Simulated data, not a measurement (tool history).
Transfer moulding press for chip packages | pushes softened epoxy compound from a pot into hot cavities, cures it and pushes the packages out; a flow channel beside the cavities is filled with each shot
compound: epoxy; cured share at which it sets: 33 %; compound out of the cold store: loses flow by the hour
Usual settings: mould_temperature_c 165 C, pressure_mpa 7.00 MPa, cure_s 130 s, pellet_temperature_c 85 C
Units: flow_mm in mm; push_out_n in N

run   hour  mould_temperature_c  pressure_mpa  cure_s  pellet_temperature_c  incoming compound's hours out of the cold store  flow_mm  push_out_n
  1    0.0                  165          7.00     130                    85                                             37.3      541         188
       4.9  -- cavities cleaned with cleaning compound and waxed
  2   14.4                  165          7.00     130                    85                                             21.1      560         180
  3   30.5                  165          7.00     130                    85                                             39.3      536         183
  4   50.8                  165          7.00     130                    85                                             29.4      549         185
  5   68.6                  165          6.90     130                    85                                             40.2      530         188
      81.4  -- cavities cleaned with cleaning compound and waxed
  6   87.2                  165          6.90     130                    85                                             10.6      571         187
  7  103.2                  165          7.00     130                    81                                              9.2      578         178
  8  113.8                  173          6.14     130                    85                                             28.9      497         173
  9  128.6                  173          6.14     167                    85                                             40.0      485         177
 10  141.8                  173          6.14     136                    85                                             25.1      501         169
     158.7  -- cavities cleaned with cleaning compound and waxed
 11  168.0                  173          7.83     136                    89                                             43.7      542         176
     183.4  -- plunger's sealing rings changed
 12  194.0                  173          7.83     136                    89                                             26.1      567         180
 13  220.4                  162          8.23     130                    85                                             28.3      608         201

Forecast each of these 4 alternatives for the next run:
     238.5  -- cavities cleaned with cleaning compound and waxed
  A  247.7                  172          7.00     117                    91                                             28.6        ?           ?
     238.5  -- cavities cleaned with cleaning compound and waxed
  B  247.7                  167          6.33     144                    85                                             17.3        ?           ?
     238.5  -- cavities cleaned with cleaning compound and waxed
  C  247.7                  168          7.00     130                    85                                             36.2        ?           ?
     238.5  -- cavities cleaned with cleaning compound and waxed
  D  247.7                  165          5.74     130                    76                                             27.4        ?           ?

run  flow_mm  push_out_n
  A      537         168
  B      534         181
  C      535         177
  D      504         186
Without the tool's hidden state the same runs would have given:
run  flow_mm  push_out_n
  A      537         167
  B      534         179
  C      536         176
  D      504         184
